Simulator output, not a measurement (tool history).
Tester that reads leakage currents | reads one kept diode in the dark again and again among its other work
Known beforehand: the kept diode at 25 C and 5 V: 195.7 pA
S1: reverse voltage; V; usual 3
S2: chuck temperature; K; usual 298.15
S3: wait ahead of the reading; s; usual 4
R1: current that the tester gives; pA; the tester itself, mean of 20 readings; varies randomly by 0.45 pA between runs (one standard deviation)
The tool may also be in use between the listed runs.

run,hour,S1,S2,S3,R1
1,0,3,298.15,4,157.53
2,120.5,3,308.15,4,365.42
3,220.7,3,308.15,4,365.62
4,343.9,3,298.15,4,158.96
5,468,3,298.15,0.44,160.49
6,539.4,3,298.15,0.44,159.73
7,621.6,3,298.15,4,160.36
8,732.5,3,298.15,4,160.2
9,869.7,3,298.15,4,161.26
10,967.8,3,298.15,4,162.31
11,1060.5,3,298.15,4,161.84
12,1142.9,3,298.15,4,162.67
13,1216.5,3,298.15,4,162.38
14,1357.2,3,294.15,4,115.77
15,1445,3,294.15,6.26,115.5
16,1563.3,12,298.15,4,363.58
# hour 1639.2: chuck's temperature calibrated
# hour 1649.5: probe card cleaned and baked
17,1697.3,12,298.15,4,324.54
18,1785.4,3,298.15,4,150.26
19,1909.1,3,298.15,4,150.04
20,2033.3,3,298.15,4,150.42
21,2119.6,3,294.15,4,105.58
22,2253.8,1.64,298.15,1.25,108.36
23,2374.5,1.64,298.15,0.97,108.64
24,2501.4,1.09,298.15,0.97,86.64
25,2642.7,5.31,303.15,2.52,324.5
26,2773,5.31,303.15,2.52,324.42
27,2865.5,1.18,297.15,3.86,83.58
28,2983.2,2.81,323.15,1.07,1134.26
29,3110.5,2.81,323.15,1.07,1128.95
30,3192.3,5.39,294.15,0.56,152.29
31,3348.4,5.39,294.15,0.56,153.64
32,3487.7,1.04,295.15,7.96,66.03
33,3630.6,14.81,299.15,0.77,422.24
34,3774.1,14.81,299.15,0.77,426.13
35,3895.5,14.81,299.15,0.77,425.73
36,4043.3,3,322.15,4,1106.31
37,4195.4,7.02,302.15,4,360.68
38,4266.3,3,331.15,1.68,2151.74
39,4411.9,3,331.15,1.68,2153.32
40,4552.1,2.48,298.15,4,143.43
41,4619.8,6.64,329.15,5.13,2920.78

Below, some changes in R1 between adjacent runs. For each, the amount present without the hidden state too (settings, incoming material, random variation) and the amount remaining for the hidden state with gauge scatter not shared by both compared results:
Hidden state at play: stray current of the dirty probe card, pA a volt; current scale over the true one, %; true chuck temperature over the reading, C; drift of the gauge itself on leakage_pa, %.
Run 37 -> 38: S1 7.02 -> 3, S2 302.15 -> 331.15, S3 4 -> 1.68. R1 +1791.06 pA: hidden state +82.08, all else +1708.98.
Run 39 -> 40: S1 3 -> 2.48, S2 331.15 -> 298.15, S3 1.68 -> 4. R1 -2009.89 pA: hidden state -100.2, all else -1909.69.
Run 40 -> 41: S1 2.48 -> 6.64, S2 298.15 -> 329.15, S3 4 -> 5.13. R1 +2777.35 pA: hidden state +152.36, all else +2624.99.

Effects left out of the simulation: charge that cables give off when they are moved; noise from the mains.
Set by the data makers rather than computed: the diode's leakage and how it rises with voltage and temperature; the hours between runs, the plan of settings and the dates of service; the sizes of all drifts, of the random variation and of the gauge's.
